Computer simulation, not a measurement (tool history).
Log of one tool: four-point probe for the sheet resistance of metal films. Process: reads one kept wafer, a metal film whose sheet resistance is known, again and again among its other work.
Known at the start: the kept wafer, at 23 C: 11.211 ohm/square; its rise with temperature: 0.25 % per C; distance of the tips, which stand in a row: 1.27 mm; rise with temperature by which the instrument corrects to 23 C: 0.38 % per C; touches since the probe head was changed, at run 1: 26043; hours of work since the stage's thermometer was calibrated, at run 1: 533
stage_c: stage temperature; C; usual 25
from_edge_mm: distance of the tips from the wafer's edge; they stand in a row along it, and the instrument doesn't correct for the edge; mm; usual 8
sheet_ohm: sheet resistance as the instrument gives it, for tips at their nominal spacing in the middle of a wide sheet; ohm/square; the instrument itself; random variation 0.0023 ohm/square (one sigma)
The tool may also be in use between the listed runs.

run,hour,stage_c,from_edge_mm,touches since the probe head was changed,hours of work since the stage's thermometer was calibrated,sheet_ohm
1,0.0,25,8,26043,533,11.294248
2,35.6,28,8,27135,548,11.245234
3,69.6,19,8,28177,562,11.373892
4,97.0,31,8,29019,573,11.206922
5,114.9,25,40,29569,581,11.144859
6,135.0,25,40,30184,589,11.145686
7,163.5,25,40,31060,601,11.145237
8,190.6,25,40,31891,612,11.146616
9,224.5,25,40,32929,626,11.143171
10,247.0,25,40,33620,635,11.139886
11,280.0,25,40,34632,649,11.141259
12,296.4,29,40,35137,655,11.086224
13,331.7,25,8,36220,670,11.285406
14,349.8,25,18,36774,677,11.161364
15,371.6,25,10,37443,686,11.226002
16,389.0,25,10,37977,694,11.227159
17,422.6,25,8,39009,708,11.274345
18,453.0,25,8,39941,720,11.280615
19,488.0,25,8,41016,735,11.279816
20,509.3,25,8,41667,743,11.280097
21,526.6,25,8,42199,750,11.276279
22,552.0,25,5,42977,761,11.501030
23,576.7,25,5,43737,771,11.498498
24,597.8,25,5,44382,780,11.498890
25,622.4,19,18,45137,790,11.238903
26,654.1,26,33,46109,803,11.121132
27,675.7,33,43,46773,812,11.021328
28,698.6,33,43,47474,821,11.020686
29,733.7,28,63,48554,836,11.086890
30,755.0,19,15,49207,845,11.251150
31,769.9,21,38,49663,851,11.183346
32,802.6,26,55,50666,864,11.112240
33,822.4,26,55,51275,872,11.109107
34,840.5,26,55,51829,880,11.110572
35,862.1,26,55,52492,889,11.110830
36,879.7,26,55,53031,896,11.105493
37,913.0,24,19,54054,910,11.157228
38,948.7,25,5,55147,925,11.486058
39,967.5,29,3,55724,932,12.025139
40,999.7,27,72,56712,946,11.092557
41,1024.6,27,72,57476,956,11.089902
42,1046.0,27,72,58134,965,11.089683
43,1060.6,22,3,58580,971,12.130183
44,1095.4,22,3,59648,985,12.129923

The same runs without the tool's hidden state, with the same run-to-run variation:
The hidden state here: inner tips' distance over the nominal, %; tips' flats over new ones', %; wafer's true temperature over the reading, C; drift of the gauge itself on sheet_ohm, %.
run,sheet_ohm
1,11.336640
2,11.288395
3,11.418665
4,11.251579
5,11.189908
6,11.191298
7,11.191628
8,11.193701
9,11.191214
10,11.188487
11,11.190732
12,11.135802
13,11.336851
14,11.212774
15,11.278306
16,11.279965
17,11.328294
18,11.335402
19,11.335612
20,11.336477
21,11.333101
22,11.559547
23,11.557710
24,11.558702
25,11.298310
26,11.180643
27,11.080728
28,11.080713
29,11.148340
30,11.314301
31,11.246500
32,11.175731
33,11.173132
34,11.175130
35,11.176022
36,11.171127
37,11.224091
38,11.555745
39,12.098266
40,11.161382
41,11.159434
42,11.159790
43,12.206982
44,12.207714
